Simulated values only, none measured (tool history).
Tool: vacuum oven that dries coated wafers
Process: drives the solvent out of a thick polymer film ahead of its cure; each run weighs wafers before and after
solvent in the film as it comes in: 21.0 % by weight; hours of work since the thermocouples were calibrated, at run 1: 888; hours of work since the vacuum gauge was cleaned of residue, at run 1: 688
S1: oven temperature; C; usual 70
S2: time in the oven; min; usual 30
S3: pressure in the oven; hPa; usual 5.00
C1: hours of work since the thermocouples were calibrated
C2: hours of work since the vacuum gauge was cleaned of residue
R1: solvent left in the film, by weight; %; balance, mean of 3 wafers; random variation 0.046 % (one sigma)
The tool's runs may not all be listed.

{"run": 1, "day": 0.0, "S1": 70, "S2": 30, "S3": 5.0, "C1": 888, "C2": 688, "R1": 2.46}
{"run": 2, "day": 0.862, "S1": 70, "S2": 30, "S3": 5.0, "C1": 901, "C2": 701, "R1": 2.49}
{"run": 3, "day": 1.721, "S1": 70, "S2": 50, "S3": 5.0, "C1": 915, "C2": 715, "R1": 0.85}
{"run": 4, "day": 2.654, "S1": 70, "S2": 50, "S3": 5.0, "C1": 929, "C2": 729, "R1": 0.83}
{"run": 5, "day": 3.433, "S1": 70, "S2": 50, "S3": 5.0, "C1": 941, "C2": 742, "R1": 0.95}
{"run": 6, "day": 4.254, "S1": 70, "S2": 50, "S3": 5.0, "C1": 954, "C2": 754, "R1": 0.91}
{"run": 7, "day": 4.95, "S1": 70, "S2": 50, "S3": 5.0, "C1": 965, "C2": 765, "R1": 0.92}
{"run": 8, "day": 5.579, "S1": 70, "S2": 50, "S3": 5.0, "C1": 975, "C2": 775, "R1": 0.94}
{"run": 9, "day": 6.338, "S1": 70, "S2": 50, "S3": 5.0, "C1": 987, "C2": 787, "R1": 0.84}
{"run": 10, "day": 7.2, "S1": 70, "S2": 49, "S3": 5.0, "C1": 1000, "C2": 800, "R1": 0.89}
{"run": 11, "day": 7.838, "S1": 70, "S2": 16, "S3": 5.0, "C1": 1010, "C2": 810, "R1": 5.99}
{"run": 12, "day": 8.479, "S1": 70, "S2": 30, "S3": 5.0, "C1": 1021, "C2": 821, "R1": 2.37}
{"run": 13, "day": 9.008, "S1": 70, "S2": 30, "S3": 5.0, "C1": 1029, "C2": 829, "R1": 2.5}
{"day": 9.446, "done": "oven's thermocouples calibrated"}
{"run": 14, "day": 9.538, "S1": 68, "S2": 30, "S3": 5.0, "C1": 1, "C2": 836, "R1": 3.21}
{"run": 15, "day": 10.542, "S1": 68, "S2": 30, "S3": 5.0, "C1": 17, "C2": 852, "R1": 3.24}
{"run": 16, "day": 11.275, "S1": 70, "S2": 30, "S3": 3.14, "C1": 29, "C2": 863, "R1": 2.31}
{"run": 17, "day": 12.271, "S1": 70, "S2": 30, "S3": 3.14, "C1": 44, "C2": 879, "R1": 2.37}
{"run": 18, "day": 13.217, "S1": 70, "S2": 30, "S3": 5.0, "C1": 59, "C2": 893, "R1": 2.45}
{"run": 19, "day": 13.883, "S1": 70, "S2": 30, "S3": 5.0, "C1": 69, "C2": 904, "R1": 2.53}
{"run": 20, "day": 14.646, "S1": 70, "S2": 30, "S3": 5.0, "C1": 81, "C2": 916, "R1": 2.45}
{"run": 21, "day": 15.658, "S1": 74, "S2": 30, "S3": 3.84, "C1": 97, "C2": 932, "R1": 1.26}
{"run": 22, "day": 16.208, "S1": 67, "S2": 30, "S3": 5.0, "C1": 106, "C2": 940, "R1": 3.58}
{"run": 23, "day": 16.683, "S1": 67, "S2": 30, "S3": 5.0, "C1": 113, "C2": 948, "R1": 3.6}
{"run": 24, "day": 17.329, "S1": 62, "S2": 29, "S3": 5.0, "C1": 123, "C2": 958, "R1": 6.08}
{"run": 25, "day": 18.271, "S1": 70, "S2": 22, "S3": 3.81, "C1": 138, "C2": 973, "R1": 4.09}
{"run": 26, "day": 18.721, "S1": 70, "S2": 22, "S3": 3.81, "C1": 145, "C2": 980, "R1": 3.93}
{"run": 27, "day": 19.304, "S1": 60, "S2": 33, "S3": 7.29, "C1": 154, "C2": 989, "R1": 6.39}
{"run": 28, "day": 20.196, "S1": 71, "S2": 45, "S3": 7.29, "C1": 168, "C2": 1003, "R1": 1.08}
{"run": 29, "day": 21.025, "S1": 71, "S2": 45, "S3": 7.29, "C1": 181, "C2": 1016, "R1": 1.09}
{"run": 30, "day": 21.862, "S1": 68, "S2": 30, "S3": 9.5, "C1": 195, "C2": 1029, "R1": 3.43}
{"run": 31, "day": 22.492, "S1": 62, "S2": 25, "S3": 10.0, "C1": 204, "C2": 1039, "R1": 7.35}
{"run": 32, "day": 23.212, "S1": 62, "S2": 51, "S3": 3.63, "C1": 216, "C2": 1050, "R1": 2.79}
{"run": 33, "day": 23.946, "S1": 71, "S2": 33, "S3": 3.12, "C1": 227, "C2": 1061, "R1": 1.75}
{"run": 34, "day": 25.025, "S1": 70, "S2": 24, "S3": 8.52, "C1": 244, "C2": 1078, "R1": 3.7}
{"run": 35, "day": 25.758, "S1": 71, "S2": 30, "S3": 5.0, "C1": 255, "C2": 1090, "R1": 2.1}

Forecast each of these 4 alternatives for the next run:
{"run": "A", "day": 26.746, "S1": 71, "S2": 21, "S3": 5.0, "C1": 271, "C2": 1105, "R1": "?"}
{"run": "B", "day": 26.746, "S1": 65, "S2": 48, "S3": 17.02, "C1": 271, "C2": 1105, "R1": "?"}
{"run": "C", "day": 26.746, "S1": 59, "S2": 30, "S3": 4.03, "C1": 271, "C2": 1105, "R1": "?"}
{"run": "D", "day": 26.746, "S1": 58, "S2": 25, "S3": 17.73, "C1": 271, "C2": 1105, "R1": "?"}

run=A R1=3.82
run=B R1=3.00
run=C R1=7.32
run=D R1=10.00
Without the tool's hidden state the same runs would have given:
run=A R1=3.82
run=B R1=3.00
run=C R1=7.31
run=D R1=9.99
